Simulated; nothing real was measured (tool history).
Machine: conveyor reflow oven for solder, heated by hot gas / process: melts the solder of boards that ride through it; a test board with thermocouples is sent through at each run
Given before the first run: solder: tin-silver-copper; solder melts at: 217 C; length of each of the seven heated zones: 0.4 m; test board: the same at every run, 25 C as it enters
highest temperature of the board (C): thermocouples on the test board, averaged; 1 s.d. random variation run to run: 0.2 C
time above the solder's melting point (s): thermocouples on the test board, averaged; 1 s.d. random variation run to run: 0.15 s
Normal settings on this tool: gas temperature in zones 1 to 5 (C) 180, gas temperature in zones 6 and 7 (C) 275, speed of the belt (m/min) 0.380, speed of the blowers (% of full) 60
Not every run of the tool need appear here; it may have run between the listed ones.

run,hour,gas temperature in zones 1 to 5 (C),gas temperature in zones 6 and 7 (C),speed of the belt (m/min),speed of the blowers (% of full),highest temperature of the board (C),time above the solder's melting point (s)
1,0.0,180,275,0.380,60,264.0,112.6
2,24.6,180,278,0.380,60,266.9,114.9
3,45.0,180,275,0.380,60,263.6,112.5
4,63.6,180,275,0.380,52,262.0,110.4
5,88.6,180,275,0.380,52,262.0,110.5
6,101.3,180,275,0.380,52,262.2,110.4
7,117.6,180,275,0.380,52,261.7,110.4
8,131.2,180,275,0.380,52,261.4,110.6
9,145.5,180,275,0.380,60,263.3,112.5
10,163.8,180,273,0.380,60,261.4,111.0
11,185.1,180,273,0.380,60,261.6,110.7
12,209.6,180,273,0.380,60,261.7,110.6
# hour 233.7: flux residue cleaned out of gas plates and filters
13,236.0,180,273,0.380,60,262.1,111.7
14,250.0,180,273,0.380,60,262.0,111.5
15,263.7,180,273,0.380,60,262.0,111.5
16,283.9,180,265,0.380,69,255.8,107.3
17,305.2,180,286,0.380,69,276.0,121.4
18,328.0,180,269,0.380,70,259.8,110.4
19,347.0,189,277,0.385,58,266.1,118.5
20,372.1,180,275,0.370,56,263.1,115.8
21,389.9,180,271,0.396,56,258.1,103.0
22,411.3,190,264,0.351,87,259.2,127.3
23,428.1,190,270,0.374,87,263.6,122.3
24,440.3,190,270,0.444,88,261.3,100.4
25,460.6,190,270,0.444,88,260.9,100.3
26,475.7,190,276,0.376,88,269.5,124.5
# hour 494.5: belt drive overhauled, speed set with a stopwatch
27,500.1,194,265,0.357,60,256.6,122.9
28,513.2,194,286,0.383,60,274.9,126.3
29,525.7,194,267,0.383,60,257.0,114.4
30,543.8,171,275,0.380,60,261.9,104.8

Below are 4 alternative next runs, each starting from the tool's condition after run 30. Predict each:
A,566.5,180,280,0.375,71,?,?
B,566.5,171,273,0.380,60,?,?
C,566.5,174,289,0.380,60,?,?
D,566.5,168,275,0.380,63,?,?

run,highest temperature of the board (C),time above the solder's melting point (s)
A,269.8,117.7
B,259.5,102.9
C,275.1,116.8
D,262.0,103.7
Without the tool's hidden state the same runs would have given:
run,highest temperature of the board (C),time above the solder's melting point (s)
A,271.6,118.8
B,261.3,104.6
C,276.9,117.8
D,263.9,105.3
